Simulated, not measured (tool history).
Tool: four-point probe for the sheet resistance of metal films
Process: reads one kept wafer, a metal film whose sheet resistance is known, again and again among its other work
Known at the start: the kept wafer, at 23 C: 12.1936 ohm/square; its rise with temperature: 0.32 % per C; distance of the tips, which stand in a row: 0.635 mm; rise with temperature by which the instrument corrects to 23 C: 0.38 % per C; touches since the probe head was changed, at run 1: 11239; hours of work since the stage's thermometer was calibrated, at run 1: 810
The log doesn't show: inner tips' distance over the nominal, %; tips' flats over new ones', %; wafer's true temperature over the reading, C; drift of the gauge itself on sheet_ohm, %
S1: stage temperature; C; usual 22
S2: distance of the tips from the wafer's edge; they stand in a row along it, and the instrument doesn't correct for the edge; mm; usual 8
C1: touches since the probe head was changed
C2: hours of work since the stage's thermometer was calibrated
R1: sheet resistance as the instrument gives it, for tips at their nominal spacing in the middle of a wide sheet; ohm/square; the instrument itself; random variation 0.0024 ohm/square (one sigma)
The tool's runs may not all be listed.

run 1 hour=0.0 | S1=22 S2=8 | C1=11239 C2=810 | R1=12.242091
run 2 hour=24.6 | S1=22 S2=8 | C1=11858 C2=827 | R1=12.245470
run 3 hour=39.5 | S1=22 S2=8 | C1=12233 C2=837 | R1=12.241494
run 4 hour=72.2 | S1=20 S2=8 | C1=13057 C2=859 | R1=12.259722
run 5 hour=86.5 | S1=20 S2=8 | C1=13417 C2=869 | R1=12.263761
run 6 hour=104.9 | S1=20 S2=8 | C1=13880 C2=881 | R1=12.259152
run 7 hour=118.9 | S1=20 S2=8 | C1=14232 C2=891 | R1=12.258587
run 8 hour=151.3 | S1=20 S2=8 | C1=15048 C2=913 | R1=12.257715
run 9 hour=170.8 | S1=20 S2=8 | C1=15538 C2=926 | R1=12.257283
run 10 hour=194.2 | S1=20 S2=8 | C1=16127 C2=942 | R1=12.259132
run 11 hour=217.1 | S1=22 S2=8 | C1=16703 C2=958 | R1=12.243624
run 12 hour=241.6 | S1=20 S2=60 | C1=17321 C2=974 | R1=12.222476
run 13 hour=257.7 | S1=22 S2=4 | C1=17727 C2=985 | R1=12.369507
run 14 hour=272.0 | S1=19 S2=15 | C1=18086 C2=995 | R1=12.241024
run 15 hour=296.3 | S1=19 S2=15 | C1=18697 C2=1012 | R1=12.235517
run 16 hour=325.7 | S1=20 S2=27 | C1=19439 C2=1032 | R1=12.221711
run 17 hour=344.4 | S1=32 S2=8 | C1=19909 C2=1044 | R1=12.169823
run 18 hour=371.1 | S1=29 S2=37 | C1=20580 C2=1062 | R1=12.150780
run 19 hour=394.0 | S1=34 S2=25 | C1=21157 C2=1078 | R1=12.116115
run 20 hour=410.3 | S1=22 S2=18 | C1=21569 C2=1089 | R1=12.209599
run 21 hour=428.5 | S1=32 S2=8 | C1=22027 C2=1102 | R1=12.167279
run 22 hour=450.5 | S1=32 S2=8 | C1=22580 C2=1117 | R1=12.167795

3 ways to go on from here, each from the tool as it stands after run 22. What would each give?
run A hour=479.8 | S1=22 S2=17 | C1=23317 C2=1136 | R1=?
run B hour=479.8 | S1=24 S2=18 | C1=23317 C2=1136 | R1=?
run C hour=479.8 | S1=28 S2=3 | C1=23317 C2=1136 | R1=?

run=A R1=12.211490
run=B R1=12.192193
run=C R1=12.441668
Without the tool's hidden state the same runs would have given:
run=A R1=12.211423
run=B R1=12.192125
run=C R1=12.441599
